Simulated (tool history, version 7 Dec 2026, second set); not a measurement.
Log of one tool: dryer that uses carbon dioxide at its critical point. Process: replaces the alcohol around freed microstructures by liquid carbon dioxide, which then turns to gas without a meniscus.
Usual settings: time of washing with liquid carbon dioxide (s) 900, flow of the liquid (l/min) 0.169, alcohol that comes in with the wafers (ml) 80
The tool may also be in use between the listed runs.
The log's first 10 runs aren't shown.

run	hour	time of washing with liquid carbon dioxide (s)	flow of the liquid (l/min)	alcohol that comes in with the wafers (ml)	hours of work since the filter was changed	hours of work since the purifier's bed was changed	alcohol left in the vessel before it's heated (ppm by volume)
11	83.8	900	0.169	85	419	117	2587
12	92.6	900	0.169	24	423	121	749
13	97.4	900	0.169	24	425	123	756
14	102.9	900	0.169	80	428	126	2506
15	112.3	900	0.169	80	432	130	2458
16	122.0	900	0.169	80	437	134	2567
# hour 125.4: inlet filter changed
17	132.4	960	0.169	80	3	139	788
18	138.9	600	0.136	68	6	142	9317
19	147.1	1440	0.162	112	10	146	131
20	152.1	1020	0.256	108	12	148	74
21	162.9	1140	0.256	108	17	153	53
22	169.4	600	0.111	42	20	156	9182

Forecast run 23:
23	174.4	1260	0.180	20	23	158	?

{"run 23": {"alcohol left in the vessel before it's heated (ppm by volume)": 68}}
Without the tool's hidden state the same run would have given alcohol left in the vessel before it's heated (ppm by volume) 31.
